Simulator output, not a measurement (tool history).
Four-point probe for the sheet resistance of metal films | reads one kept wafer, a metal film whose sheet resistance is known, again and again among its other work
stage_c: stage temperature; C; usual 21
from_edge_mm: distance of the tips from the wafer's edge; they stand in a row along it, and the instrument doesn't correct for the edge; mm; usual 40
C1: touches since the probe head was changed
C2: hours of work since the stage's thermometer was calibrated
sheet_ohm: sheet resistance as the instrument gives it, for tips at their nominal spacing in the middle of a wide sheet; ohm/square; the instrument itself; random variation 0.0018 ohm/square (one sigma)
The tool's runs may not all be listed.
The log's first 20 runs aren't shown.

run 21 hour=2268.5 | stage_c=21 from_edge_mm=40 | C1=127873 C2=326 | sheet_ohm=8.973558
run 22 hour=2345.2 | stage_c=21 from_edge_mm=40 | C1=130918 C2=369 | sheet_ohm=8.971959
run 23 hour=2441.3 | stage_c=20 from_edge_mm=40 | C1=134734 C2=424 | sheet_ohm=8.970810
run 24 hour=2528.6 | stage_c=26 from_edge_mm=13 | C1=138201 C2=474 | sheet_ohm=8.968637
run 25 hour=2604.4 | stage_c=32 from_edge_mm=31 | C1=141209 C2=517 | sheet_ohm=8.957192
-- hour=2699.8 new probe head fitted
run 26 hour=2708.7 | stage_c=25 from_edge_mm=54 | C1=356 C2=575 | sheet_ohm=8.885450
run 27 hour=2849.0 | stage_c=25 from_edge_mm=54 | C1=5925 C2=655 | sheet_ohm=8.880544
run 28 hour=2980.7 | stage_c=21 from_edge_mm=74 | C1=11153 C2=730 | sheet_ohm=8.882805
run 29 hour=3059.7 | stage_c=28 from_edge_mm=14 | C1=14288 C2=775 | sheet_ohm=8.883521
run 30 hour=3158.6 | stage_c=28 from_edge_mm=14 | C1=18214 C2=831 | sheet_ohm=8.878341
run 31 hour=3290.3 | stage_c=23 from_edge_mm=47 | C1=23445 C2=906 | sheet_ohm=8.870536
run 32 hour=3399.2 | stage_c=19 from_edge_mm=17 | C1=27768 C2=968 | sheet_ohm=8.881501
run 33 hour=3505.8 | stage_c=30 from_edge_mm=3 | C1=32000 C2=1029 | sheet_ohm=9.069818
run 34 hour=3593.6 | stage_c=30 from_edge_mm=3 | C1=35485 C2=1079 | sheet_ohm=9.068918
run 35 hour=3705.0 | stage_c=30 from_edge_mm=3 | C1=39908 C2=1142 | sheet_ohm=9.069964
run 36 hour=3841.5 | stage_c=23 from_edge_mm=23 | C1=45326 C2=1220 | sheet_ohm=8.864969
run 37 hour=3920.3 | stage_c=18 from_edge_mm=14 | C1=48452 C2=1264 | sheet_ohm=8.876981
run 38 hour=4046.3 | stage_c=27 from_edge_mm=74 | C1=53458 C2=1336 | sheet_ohm=8.856631
run 39 hour=4119.0 | stage_c=27 from_edge_mm=13 | C1=56341 C2=1377 | sheet_ohm=8.865032
run 40 hour=4191.5 | stage_c=27 from_edge_mm=13 | C1=59222 C2=1419 | sheet_ohm=8.860030
run 41 hour=4263.5 | stage_c=19 from_edge_mm=54 | C1=62080 C2=1460 | sheet_ohm=8.857759
run 42 hour=4384.9 | stage_c=26 from_edge_mm=5 | C1=66897 C2=1529 | sheet_ohm=8.924309
run 43 hour=4473.9 | stage_c=23 from_edge_mm=11 | C1=70430 C2=1579 | sheet_ohm=8.861542
run 44 hour=4590.0 | stage_c=27 from_edge_mm=57 | C1=75042 C2=1645 | sheet_ohm=8.843205
run 45 hour=4701.0 | stage_c=19 from_edge_mm=73 | C1=79447 C2=1708 | sheet_ohm=8.849555

4 ways to go on from here, each from the tool as it stands after run 45. What would each give?
run A hour=4777.6 | stage_c=35 from_edge_mm=42 | C1=82489 C2=1752 | sheet_ohm=?
run B hour=4777.6 | stage_c=19 from_edge_mm=54 | C1=82489 C2=1752 | sheet_ohm=?
run C hour=4777.6 | stage_c=20 from_edge_mm=13 | C1=82489 C2=1752 | sheet_ohm=?
run D hour=4777.6 | stage_c=31 from_edge_mm=10 | C1=82489 C2=1752 | sheet_ohm=?

run=A sheet_ohm=8.831707
run=B sheet_ohm=8.848397
run=C sheet_ohm=8.855991
run=D sheet_ohm=8.852377
Without the tool's hidden state the same runs would have given:
run=A sheet_ohm=8.966112
run=B sheet_ohm=8.983969
run=C sheet_ohm=8.991609
run=D sheet_ohm=8.987297
